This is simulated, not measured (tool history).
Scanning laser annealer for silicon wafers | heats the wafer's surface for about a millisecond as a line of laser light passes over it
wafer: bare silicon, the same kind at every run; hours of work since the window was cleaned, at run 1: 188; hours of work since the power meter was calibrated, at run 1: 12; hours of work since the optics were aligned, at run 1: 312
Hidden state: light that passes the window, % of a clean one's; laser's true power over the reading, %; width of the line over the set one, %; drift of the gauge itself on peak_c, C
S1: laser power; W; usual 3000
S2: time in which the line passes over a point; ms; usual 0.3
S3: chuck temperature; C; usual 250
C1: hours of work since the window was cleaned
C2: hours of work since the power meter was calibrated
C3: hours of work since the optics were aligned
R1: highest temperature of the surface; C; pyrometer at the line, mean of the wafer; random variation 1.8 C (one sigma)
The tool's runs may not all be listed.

Run 1, day 0: usual settings; C1 188; C2 12; C3 312. Result: R1 942 C.
Run 2, day 0.421: usual settings; C1 194; C2 18; C3 318. Result: R1 944 C.
Run 3, day 0.771: usual settings; C1 199; C2 23; C3 323. Result: R1 940 C.
Run 4, day 1.158: usual settings but S2 0.37 ms; C1 205; C2 28; C3 328. Result: R1 1016 C.
Run 5, day 1.646: usual settings but S2 0.37 ms; C1 212; C2 35; C3 335. Result: R1 1013 C.
Run 6, day 2.029: usual settings but S2 0.37 ms; C1 217; C2 41; C3 341. Result: R1 1015 C.
Run 7, day 2.538: usual settings but S3 270 C; C1 225; C2 48; C3 348. Result: R1 960 C.
Run 8, day 2.912: usual settings but S1 3046 W; C1 230; C2 54; C3 354. Result: R1 948 C.
Run 9, day 3.321: usual settings but S1 3046 W; C1 236; C2 59; C3 359. Result: R1 944 C.
Run 10, day 3.725: usual settings but S1 3046 W; C1 242; C2 65; C3 365. Result: R1 942 C.
Run 11, day 4.038: usual settings; C1 246; C2 70; C3 370. Result: R1 932 C.
Run 12, day 4.508: usual settings; C1 253; C2 76; C3 377. Result: R1 933 C.
Run 13, day 4.75: usual settings; C1 256; C2 80; C3 380. Result: R1 933 C.
Run 14, day 5.192: usual settings but S3 274 C; C1 263; C2 86; C3 386. Result: R1 957 C.
Run 15, day 5.579: usual settings but S2 0.222 ms, S3 248 C; C1 268; C2 92; C3 392. Result: R1 835 C.
Run 16, day 5.879: usual settings but S1 2660 W, S2 0.228 ms, S3 276 C; C1 273; C2 96; C3 396. Result: R1 805 C.
Run 17, day 6.429: usual settings but S2 0.364 ms; C1 280; C2 104; C3 404. Result: R1 999 C.
Run 18, day 7.004: usual settings but S2 0.364 ms; C1 289; C2 112; C3 412. Result: R1 994 C.
Run 19, day 7.446: usual settings but S1 3184 W, S2 0.213 ms, S3 288 C; C1 295; C2 119; C3 419. Result: R1 896 C.
Run 20, day 7.942: usual settings but S1 3277 W, S2 0.248 ms, S3 227 C; C1 302; C2 126; C3 426. Result: R1 900 C.
At day 8.075: window over the wafer cleaned.
Run 21, day 8.496: usual settings but S1 2969 W; C1 6; C2 132; C3 432. Result: R1 896 C.
Run 22, day 9.033: usual settings but S1 2969 W; C1 14; C2 140; C3 440. Result: R1 891 C.
Run 23, day 9.554: usual settings but S1 2969 W, S2 0.234 ms, S3 269 C; C1 21; C2 148; C3 448. Result: R1 839 C.
Run 24, day 10.112: usual settings but S1 2861 W, S2 0.234 ms, S3 269 C; C1 29; C2 156; C3 456. Result: R1 815 C.
Run 25, day 10.621: usual settings but S1 3099 W, S3 233 C; C1 36; C2 163; C3 463. Result: R1 899 C.
Run 26, day 10.875: usual settings but S1 3099 W, S3 233 C; C1 40; C2 167; C3 467. Result: R1 901 C.
Run 27, day 11.154: usual settings but S1 3099 W, S3 233 C; C1 44; C2 171; C3 471. Result: R1 901 C.
At day 11.675: window over the wafer cleaned, once more.
Run 28, day 11.675: usual settings but S1 3092 W, S2 0.24 ms, S3 239 C; C1 0; C2 177; C3 477. Result: R1 902 C.

How the hidden state differs across the entries between the runs, from the last listed run before each to the first after it:
Between runs 20 and 21: window over the wafer cleaned (day 8.075)
  light that passes the window, % of a clean one's: 93.86 -> 90.02; width of the line over the set one, %: 1.59 -> 1.62
  measured less the result without the state, R1: -46 -> -73 C
Between runs 27 and 28: window over the wafer cleaned, once more (day 11.675)
  light that passes the window, % of a clean one's: 89.32 -> 99.84; laser's true power over the reading, %: 0.24 -> 0.25; width of the line over the set one, %: 1.75 -> 1.76
  measured less the result without the state, R1: -81 -> -5 C

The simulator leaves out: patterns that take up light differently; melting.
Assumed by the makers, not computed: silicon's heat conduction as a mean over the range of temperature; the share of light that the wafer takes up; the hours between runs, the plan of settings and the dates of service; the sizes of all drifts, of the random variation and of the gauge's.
